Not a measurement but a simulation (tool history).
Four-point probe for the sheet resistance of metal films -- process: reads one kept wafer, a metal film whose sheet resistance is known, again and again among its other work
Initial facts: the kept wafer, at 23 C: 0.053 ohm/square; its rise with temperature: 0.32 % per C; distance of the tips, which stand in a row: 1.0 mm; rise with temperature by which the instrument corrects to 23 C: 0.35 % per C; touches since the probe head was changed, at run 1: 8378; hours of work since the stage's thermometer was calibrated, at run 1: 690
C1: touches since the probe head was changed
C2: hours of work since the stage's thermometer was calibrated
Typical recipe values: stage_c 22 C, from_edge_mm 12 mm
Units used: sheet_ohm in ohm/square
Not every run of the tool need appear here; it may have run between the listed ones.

{"run": 1, "hour": 0.0, "stage_c": 22, "from_edge_mm": 12, "C1": 8378, "C2": 690, "sheet_ohm": 0.053296}
{"run": 2, "hour": 11.1, "stage_c": 22, "from_edge_mm": 12, "C1": 8833, "C2": 696, "sheet_ohm": 0.053313}
{"run": 3, "hour": 22.5, "stage_c": 22, "from_edge_mm": 27, "C1": 9306, "C2": 703, "sheet_ohm": 0.053155}
{"run": 4, "hour": 32.8, "stage_c": 22, "from_edge_mm": 27, "C1": 9730, "C2": 709, "sheet_ohm": 0.053144}
{"run": 5, "hour": 45.2, "stage_c": 22, "from_edge_mm": 27, "C1": 10238, "C2": 717, "sheet_ohm": 0.053135}
{"run": 6, "hour": 54.4, "stage_c": 22, "from_edge_mm": 21, "C1": 10618, "C2": 722, "sheet_ohm": 0.053165}
{"run": 7, "hour": 67.7, "stage_c": 22, "from_edge_mm": 21, "C1": 11168, "C2": 730, "sheet_ohm": 0.053179}
{"run": 8, "hour": 77.7, "stage_c": 27, "from_edge_mm": 23, "C1": 11579, "C2": 736, "sheet_ohm": 0.053087}
{"run": 9, "hour": 91.1, "stage_c": 25, "from_edge_mm": 52, "C1": 12132, "C2": 744, "sheet_ohm": 0.053079}
{"run": 10, "hour": 102.0, "stage_c": 31, "from_edge_mm": 4, "C1": 12579, "C2": 751, "sheet_ohm": 0.054709}
{"run": 11, "hour": 114.7, "stage_c": 31, "from_edge_mm": 4, "C1": 13100, "C2": 758, "sheet_ohm": 0.054721}
{"run": 12, "hour": 125.1, "stage_c": 31, "from_edge_mm": 4, "C1": 13530, "C2": 765, "sheet_ohm": 0.054699}
{"run": 13, "hour": 136.5, "stage_c": 23, "from_edge_mm": 4, "C1": 14000, "C2": 772, "sheet_ohm": 0.05481}
{"run": 14, "hour": 150.9, "stage_c": 20, "from_edge_mm": 26, "C1": 14593, "C2": 780, "sheet_ohm": 0.053173}

Same runs, no hidden state in the tool, same run-to-run variation:
The hidden state here: inner tips' distance over the nominal, %; tips' flats over new ones', %; wafer's true temperature over the reading, C; drift of the gauge itself on sheet_ohm, %.
run=1 sheet_ohm=0.053193
run=2 sheet_ohm=0.053212
run=3 sheet_ohm=0.053055
run=4 sheet_ohm=0.053046
run=5 sheet_ohm=0.053039
run=6 sheet_ohm=0.053070
run=7 sheet_ohm=0.053087
run=8 sheet_ohm=0.052997
run=9 sheet_ohm=0.052990
run=10 sheet_ohm=0.054620
run=11 sheet_ohm=0.054635
run=12 sheet_ohm=0.054615
run=13 sheet_ohm=0.054726
run=14 sheet_ohm=0.053093

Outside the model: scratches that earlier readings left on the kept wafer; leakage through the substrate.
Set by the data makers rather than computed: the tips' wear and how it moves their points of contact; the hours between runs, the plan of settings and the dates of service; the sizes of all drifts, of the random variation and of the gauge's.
